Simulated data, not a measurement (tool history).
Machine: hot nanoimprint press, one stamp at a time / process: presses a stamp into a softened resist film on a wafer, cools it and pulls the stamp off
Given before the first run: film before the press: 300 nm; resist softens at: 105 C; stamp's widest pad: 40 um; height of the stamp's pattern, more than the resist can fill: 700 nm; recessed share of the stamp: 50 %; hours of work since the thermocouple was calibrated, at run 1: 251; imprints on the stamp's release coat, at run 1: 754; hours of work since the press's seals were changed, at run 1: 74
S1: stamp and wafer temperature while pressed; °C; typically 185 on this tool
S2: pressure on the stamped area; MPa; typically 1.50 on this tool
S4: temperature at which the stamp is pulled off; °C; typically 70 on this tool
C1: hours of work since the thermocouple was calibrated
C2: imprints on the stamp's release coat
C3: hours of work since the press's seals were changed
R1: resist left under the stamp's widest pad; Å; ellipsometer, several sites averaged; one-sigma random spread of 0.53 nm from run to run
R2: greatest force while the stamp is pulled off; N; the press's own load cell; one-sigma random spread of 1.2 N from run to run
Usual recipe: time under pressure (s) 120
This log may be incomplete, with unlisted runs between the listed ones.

run 1 day=0.000 | S1=185 S2=1.50 time_under_pressure_(s)=120 S4=70 | C1=251 C2=754 C3=74 | R1=1742 R2=121
run 2 day=0.412 | S1=185 S2=1.50 time_under_pressure_(s)=120 S4=70 | C1=255 C2=784 C3=79 | R1=1730 R2=121
run 3 day=0.846 | S1=185 S2=1.50 time_under_pressure_(s)=120 S4=70 | C1=260 C2=815 C3=83 | R1=1737 R2=123
run 4 day=1.042 | S1=185 S2=1.47 time_under_pressure_(s)=120 S4=70 | C1=262 C2=829 C3=85 | R1=1754 R2=124
run 5 day=1.367 | S1=185 S2=1.47 time_under_pressure_(s)=120 S4=70 | C1=265 C2=852 C3=89 | R1=1753 R2=125
run 6 day=1.800 | S1=185 S2=1.47 time_under_pressure_(s)=120 S4=70 | C1=270 C2=884 C3=94 | R1=1758 R2=125
run 7 day=2.075 | S1=185 S2=1.74 time_under_pressure_(s)=120 S4=70 | C1=273 C2=903 C3=97 | R1=1613 R2=123
run 8 day=2.275 | S1=185 S2=1.50 time_under_pressure_(s)=120 S4=70 | C1=275 C2=918 C3=99 | R1=1731 R2=125
run 9 day=2.479 | S1=185 S2=1.50 time_under_pressure_(s)=120 S4=70 | C1=277 C2=932 C3=101 | R1=1743 R2=123
-- day=3.050 stamp cleaned and given a new release coat
run 10 day=3.096 | S1=185 S2=1.50 time_under_pressure_(s)=120 S4=70 | C1=281 C2=4 C3=105 | R1=1751 R2=102
run 11 day=3.288 | S1=185 S2=1.50 time_under_pressure_(s)=120 S4=70 | C1=283 C2=18 C3=107 | R1=1741 R2=102

The next listed run, before its measurement:
run 12 day=3.688 | S1=182 S2=2.29 time_under_pressure_(s)=120 S4=70 | C1=288 C2=46 C3=111 | R1=? R2=?

{"run 12": {"R1": 1555, "R2": 102}}
Without the tool's hidden state the same run would have given R1 1507 Å, R2 99 N.

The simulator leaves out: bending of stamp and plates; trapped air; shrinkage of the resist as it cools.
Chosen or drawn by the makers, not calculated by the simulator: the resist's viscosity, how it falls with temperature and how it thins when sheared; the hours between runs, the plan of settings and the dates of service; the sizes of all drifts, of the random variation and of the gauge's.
